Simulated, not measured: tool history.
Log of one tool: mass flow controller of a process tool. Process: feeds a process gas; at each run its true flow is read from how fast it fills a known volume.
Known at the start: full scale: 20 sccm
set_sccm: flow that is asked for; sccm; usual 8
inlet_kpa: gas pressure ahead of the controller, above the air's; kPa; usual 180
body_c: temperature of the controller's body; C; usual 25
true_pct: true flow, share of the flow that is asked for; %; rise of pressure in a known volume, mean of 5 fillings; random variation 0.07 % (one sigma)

run	hour	set_sccm	inlet_kpa	body_c	true_pct
1	0	8	180	25	98.91
2	51.4	8	180	25	98.97
3	105.3	8	180	25	98.97
4	176.4	8	180	25	99.05
5	241.1	8	180	28	99.39
6	290.8	16	180	25	99.89
7	343.7	16	180	25	99.84
8	390.7	15	180	25	99.63
9	464	15	180	25	99.68
10	517.6	8	180	25	99.03
11	574.2	8	180	25	99.01
12	639.1	8	180	25	99.07
13	708.9	5	180	25	98.77
14	756.1	5	180	25	98.71
15	796.1	5	180	25	98.64
16	856.6	5	180	25	98.64
17	926.8	16	264	26	99.14
18	986.8	6	237	22	98.11
19	1046	6	237	22	98.02
20	1088.8	6	237	22	98.03
21	1133.3	8	170	31	99.64
22	1185.5	9	179	37	100.32
23	1215.7	9	179	37	100.38
24	1250.6	10	206	26	99.19
25	1310.4	2	217	20	97.64
26	1378.7	6	180	25	98.78
27	1420.9	6	180	25	98.87
28	1456.4	6	247	29	98.97
29	1491.5	6	265	25	98.21
30	1530.6	8	278	25	98.15
31	1564.7	8	256	25	98.46

3 ways to go on from here, each from the tool as it stands after run 31. What would each give?
A	1608.1	9	166	25	?
B	1608.1	8	180	25	?
C	1608.1	5	234	31	?

run	true_pct
A	99.2
B	99.13
C	98.8
Without the tool's hidden state the same runs would have given:
run	true_pct
A	99.2
B	99.13
C	98.8
